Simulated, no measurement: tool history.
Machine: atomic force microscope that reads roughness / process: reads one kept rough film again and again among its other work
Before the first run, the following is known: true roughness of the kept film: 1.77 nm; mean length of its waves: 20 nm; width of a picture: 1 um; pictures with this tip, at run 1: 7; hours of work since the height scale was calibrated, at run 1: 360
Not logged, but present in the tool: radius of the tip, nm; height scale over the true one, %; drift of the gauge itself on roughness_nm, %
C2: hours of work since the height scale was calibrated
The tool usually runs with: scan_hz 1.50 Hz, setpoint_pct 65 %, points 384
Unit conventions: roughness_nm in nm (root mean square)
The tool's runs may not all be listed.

{"run": 1, "day": 0.0, "scan_hz": 1.5, "setpoint_pct": 65, "points": 384, "pictures with this tip": 7, "C2": 360, "roughness_nm": 1.442}
{"run": 2, "day": 1.454, "scan_hz": 1.5, "setpoint_pct": 65, "points": 384, "pictures with this tip": 52, "C2": 376, "roughness_nm": 1.45}
{"run": 3, "day": 2.562, "scan_hz": 1.5, "setpoint_pct": 65, "points": 610, "pictures with this tip": 86, "C2": 388, "roughness_nm": 1.465}
{"run": 4, "day": 3.329, "scan_hz": 1.5, "setpoint_pct": 65, "points": 269, "pictures with this tip": 109, "C2": 397, "roughness_nm": 1.423}
{"run": 5, "day": 4.75, "scan_hz": 3.7, "setpoint_pct": 65, "points": 384, "pictures with this tip": 153, "C2": 412, "roughness_nm": 1.4}
{"run": 6, "day": 5.867, "scan_hz": 1.5, "setpoint_pct": 65, "points": 384, "pictures with this tip": 187, "C2": 424, "roughness_nm": 1.447}
{"run": 7, "day": 7.092, "scan_hz": 1.5, "setpoint_pct": 65, "points": 384, "pictures with this tip": 225, "C2": 438, "roughness_nm": 1.448}
{"run": 8, "day": 8.533, "scan_hz": 1.5, "setpoint_pct": 65, "points": 384, "pictures with this tip": 269, "C2": 454, "roughness_nm": 1.427}
{"day": 9.142, "done": "new tip fitted"}
{"run": 9, "day": 9.488, "scan_hz": 1.5, "setpoint_pct": 65, "points": 384, "pictures with this tip": 11, "C2": 464, "roughness_nm": 1.452}
{"run": 10, "day": 10.621, "scan_hz": 1.5, "setpoint_pct": 65, "points": 384, "pictures with this tip": 45, "C2": 476, "roughness_nm": 1.454}
{"run": 11, "day": 11.55, "scan_hz": 1.5, "setpoint_pct": 65, "points": 384, "pictures with this tip": 74, "C2": 486, "roughness_nm": 1.433}
{"run": 12, "day": 12.546, "scan_hz": 1.5, "setpoint_pct": 65, "points": 384, "pictures with this tip": 104, "C2": 497, "roughness_nm": 1.45}
{"run": 13, "day": 14.042, "scan_hz": 1.05, "setpoint_pct": 65, "points": 384, "pictures with this tip": 150, "C2": 514, "roughness_nm": 1.441}
{"run": 14, "day": 15.138, "scan_hz": 1.05, "setpoint_pct": 56, "points": 1022, "pictures with this tip": 184, "C2": 526, "roughness_nm": 1.489}
{"run": 15, "day": 15.938, "scan_hz": 2.02, "setpoint_pct": 65, "points": 645, "pictures with this tip": 208, "C2": 535, "roughness_nm": 1.446}
{"run": 16, "day": 16.625, "scan_hz": 0.52, "setpoint_pct": 64, "points": 624, "pictures with this tip": 230, "C2": 542, "roughness_nm": 1.478}
{"run": 17, "day": 18.004, "scan_hz": 0.52, "setpoint_pct": 64, "points": 624, "pictures with this tip": 272, "C2": 557, "roughness_nm": 1.476}
{"day": 18.471, "done": "new tip fitted"}
{"run": 18, "day": 19.433, "scan_hz": 0.58, "setpoint_pct": 64, "points": 624, "pictures with this tip": 29, "C2": 573, "roughness_nm": 1.489}
{"run": 19, "day": 20.533, "scan_hz": 0.58, "setpoint_pct": 64, "points": 624, "pictures with this tip": 63, "C2": 585, "roughness_nm": 1.488}
{"run": 20, "day": 21.154, "scan_hz": 3.42, "setpoint_pct": 65, "points": 384, "pictures with this tip": 82, "C2": 591, "roughness_nm": 1.412}
{"run": 21, "day": 22.475, "scan_hz": 1.5, "setpoint_pct": 62, "points": 384, "pictures with this tip": 122, "C2": 606, "roughness_nm": 1.458}
{"run": 22, "day": 23.217, "scan_hz": 1.5, "setpoint_pct": 62, "points": 384, "pictures with this tip": 145, "C2": 614, "roughness_nm": 1.452}
{"run": 23, "day": 24.517, "scan_hz": 2.3, "setpoint_pct": 75, "points": 384, "pictures with this tip": 185, "C2": 628, "roughness_nm": 1.38}
{"run": 24, "day": 25.275, "scan_hz": 2.3, "setpoint_pct": 75, "points": 384, "pictures with this tip": 208, "C2": 637, "roughness_nm": 1.397}
{"run": 25, "day": 26.575, "scan_hz": 2.3, "setpoint_pct": 75, "points": 384, "pictures with this tip": 248, "C2": 651, "roughness_nm": 1.399}
{"run": 26, "day": 27.608, "scan_hz": 2.55, "setpoint_pct": 75, "points": 577, "pictures with this tip": 280, "C2": 662, "roughness_nm": 1.413}

Each row is a separate what-if for the run after 26, all from the same tool condition, not one after another. Results?
{"day": 27.821, "done": "new tip fitted"}
{"run": "A", "day": 29.046, "scan_hz": 2.55, "setpoint_pct": 55, "points": 577, "pictures with this tip": 37, "C2": 678, "roughness_nm": "?"}
{"day": 27.821, "done": "new tip fitted"}
{"run": "B", "day": 29.046, "scan_hz": 3.5, "setpoint_pct": 65, "points": 384, "pictures with this tip": 37, "C2": 678, "roughness_nm": "?"}
{"day": 27.821, "done": "new tip fitted"}
{"run": "C", "day": 29.046, "scan_hz": 2.84, "setpoint_pct": 75, "points": 307, "pictures with this tip": 37, "C2": 678, "roughness_nm": "?"}
{"day": 27.821, "done": "new tip fitted"}
{"run": "D", "day": 29.046, "scan_hz": 1.09, "setpoint_pct": 74, "points": 634, "pictures with this tip": 37, "C2": 678, "roughness_nm": "?"}
{"day": 27.821, "done": "new tip fitted"}
{"run": "E", "day": 29.046, "scan_hz": 1.92, "setpoint_pct": 63, "points": 384, "pictures with this tip": 37, "C2": 678, "roughness_nm": "?"}

run=A roughness_nm=1.470
run=B roughness_nm=1.401
run=C roughness_nm=1.360
run=D roughness_nm=1.466
run=E roughness_nm=1.445
Without the tool's hidden state the same runs would have given:
run=A roughness_nm=1.471
run=B roughness_nm=1.402
run=C roughness_nm=1.361
run=D roughness_nm=1.466
run=E roughness_nm=1.446
